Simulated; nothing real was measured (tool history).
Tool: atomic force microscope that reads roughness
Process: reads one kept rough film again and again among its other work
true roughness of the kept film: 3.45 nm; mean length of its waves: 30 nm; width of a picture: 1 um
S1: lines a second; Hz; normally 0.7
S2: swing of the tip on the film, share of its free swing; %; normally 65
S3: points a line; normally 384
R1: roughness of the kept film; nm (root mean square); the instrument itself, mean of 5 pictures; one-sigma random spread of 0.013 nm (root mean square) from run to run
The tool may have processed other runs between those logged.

Run 1, hour 0: usual settings. Result: R1 3.063 nm (root mean square).
Run 2, hour 12.1: usual settings but S2 61 %. Result: R1 3.012 nm (root mean square).
Run 3, hour 25.1: usual settings but S3 448. Result: R1 2.908 nm (root mean square).
Run 4, hour 49.8: usual settings but S1 0.528 Hz. Result: R1 2.78 nm (root mean square).
Run 5, hour 60.3: usual settings. Result: R1 2.705 nm (root mean square).
Run 6, hour 80.2: usual settings. Result: R1 2.64 nm (root mean square).
Run 7, hour 97.8: usual settings. Result: R1 2.575 nm (root mean square).
At hour 122.4: new tip fitted.
Run 8, hour 123.4: usual settings. Result: R1 3.069 nm (root mean square).
Run 9, hour 139.8: usual settings. Result: R1 2.932 nm (root mean square).
Run 10, hour 161.4: usual settings. Result: R1 2.833 nm (root mean square).
Run 11, hour 186.4: usual settings. Result: R1 2.736 nm (root mean square).
Run 12, hour 208.5: usual settings. Result: R1 2.621 nm (root mean square).
Run 13, hour 233.3: usual settings. Result: R1 2.497 nm (root mean square).
Run 14, hour 246.8: usual settings but S3 357. Result: R1 2.44 nm (root mean square).
At hour 253.5: new tip fitted.
Run 15, hour 268.1: usual settings but S2 60 %. Result: R1 3.045 nm (root mean square).
Run 16, hour 281.2: usual settings but S2 60 %. Result: R1 2.918 nm (root mean square).
Run 17, hour 300.5: usual settings but S2 84 %. Result: R1 2.772 nm (root mean square).
Run 18, hour 316.8: usual settings but S2 56 %. Result: R1 2.764 nm (root mean square).
Run 19, hour 331.9: usual settings but S1 1.792 Hz, S2 56 %. Result: R1 2.673 nm (root mean square).
Run 20, hour 354.3: usual settings but S1 1.792 Hz, S2 56 %. Result: R1 2.568 nm (root mean square).
Run 21, hour 377.5: usual settings. Result: R1 2.488 nm (root mean square).
At hour 386.1: new tip fitted.
Run 22, hour 400: usual settings but S1 2.242 Hz. Result: R1 2.947 nm (root mean square).
Run 23, hour 416.7: usual settings but S1 2.242 Hz. Result: R1 2.873 nm (root mean square).
Run 24, hour 437.1: usual settings but S1 2.242 Hz. Result: R1 2.763 nm (root mean square).
Run 25, hour 457.6: usual settings but S1 1.852 Hz, S3 552. Result: R1 2.69 nm (root mean square).
At hour 459.8: height scale calibrated on a step standard.
Run 26, hour 478.2: usual settings but S2 85 %, S3 952. Result: R1 2.586 nm (root mean square).
Run 27, hour 499.6: usual settings but S2 85 %, S3 952. Result: R1 2.5 nm (root mean square).
Run 28, hour 511.9: usual settings but S2 72 %, S3 579. Result: R1 2.485 nm (root mean square).
At hour 518.9: new tip fitted.
Run 29, hour 526.1: usual settings but S2 67 %, S3 426. Result: R1 3.057 nm (root mean square).
At hour 535.3: height scale calibrated on a step standard, once more.
Run 30, hour 539.9: usual settings but S1 3.8 Hz, S2 59 %, S3 322. Result: R1 2.897 nm (root mean square).
Run 31, hour 563.8: usual settings but S1 3.8 Hz, S2 74 %, S3 864. Result: R1 2.615 nm (root mean square).
Run 32, hour 581.3: usual settings but S1 2.118 Hz, S2 64 %, S3 967. Result: R1 2.736 nm (root mean square).
Run 33, hour 596.4: usual settings but S1 1.547 Hz, S2 60 %, S3 710. Result: R1 2.692 nm (root mean square).
Run 34, hour 609.9: usual settings but S1 1.547 Hz, S2 60 %, S3 710. Result: R1 2.639 nm (root mean square).
Run 35, hour 622.2: usual settings but S1 3.258 Hz, S2 67 %, S3 418. Result: R1 2.451 nm (root mean square).
Run 36, hour 637.2: usual settings but S2 74 %. Result: R1 2.518 nm (root mean square).
At hour 652: new tip fitted.
Run 37, hour 653.9: usual settings but S1 0.504 Hz, S2 55 %, S3 436. Result: R1 3.136 nm (root mean square).
Run 38, hour 669.5: usual settings but S1 3.985 Hz, S2 84 %, S3 409. Result: R1 2.541 nm (root mean square).
Run 39, hour 692.1: usual settings but S1 0.899 Hz, S2 72 %, S3 337. Result: R1 2.836 nm (root mean square).
Run 40, hour 711.4: usual settings but S1 0.899 Hz, S2 72 %, S3 337. Result: R1 2.766 nm (root mean square).
Run 41, hour 735: usual settings but S1 1.434 Hz, S2 55 %, S3 337. Result: R1 2.679 nm (root mean square).
Run 42, hour 752.6: usual settings but S1 0.759 Hz, S2 56 %, S3 496. Result: R1 2.658 nm (root mean square).
Run 43, hour 776.1: usual settings but S2 80 %, S3 408. Result: R1 2.479 nm (root mean square).
At hour 783.1: new tip fitted.
Run 44, hour 794.4: usual settings but S1 3.53 Hz, S2 77 %, S3 471. Result: R1 2.741 nm (root mean square).
Run 45, hour 811.5: usual settings but S1 3.53 Hz, S2 77 %, S3 471. Result: R1 2.646 nm (root mean square).
Run 46, hour 826.9: usual settings but S1 3.53 Hz, S2 77 %, S3 471. Result: R1 2.569 nm (root mean square).
Run 47, hour 852.3: usual settings but S1 3.53 Hz, S2 77 %, S3 471. Result: R1 2.463 nm (root mean square).
Run 48, hour 873.6: usual settings but S1 2.65 Hz, S2 76 %. Result: R1 2.447 nm (root mean square).

Here are 4 independent what-if runs from the current tool condition. What would each one return?
Run A, hour 896.8: usual settings but S1 0.716 Hz, S3 522. Result: R1 ?.
Run B, hour 896.8: usual settings but S1 2.65 Hz, S2 77 %. Result: R1 ?.
Run C, hour 896.8: usual settings but S1 0.615 Hz, S2 71 %, S3 722. Result: R1 ?.
Run D, hour 896.8: usual settings but S1 1.31 Hz, S2 76 %, S3 665. Result: R1 ?.

run     R1
  A  2.548
  B  2.337
  C  2.527
  D   2.47
With the hidden condition removed and each run's random variation left untouched, the same runs would have given:
run     R1
  A  3.157
  B  2.895
  C  3.129
  D  3.059

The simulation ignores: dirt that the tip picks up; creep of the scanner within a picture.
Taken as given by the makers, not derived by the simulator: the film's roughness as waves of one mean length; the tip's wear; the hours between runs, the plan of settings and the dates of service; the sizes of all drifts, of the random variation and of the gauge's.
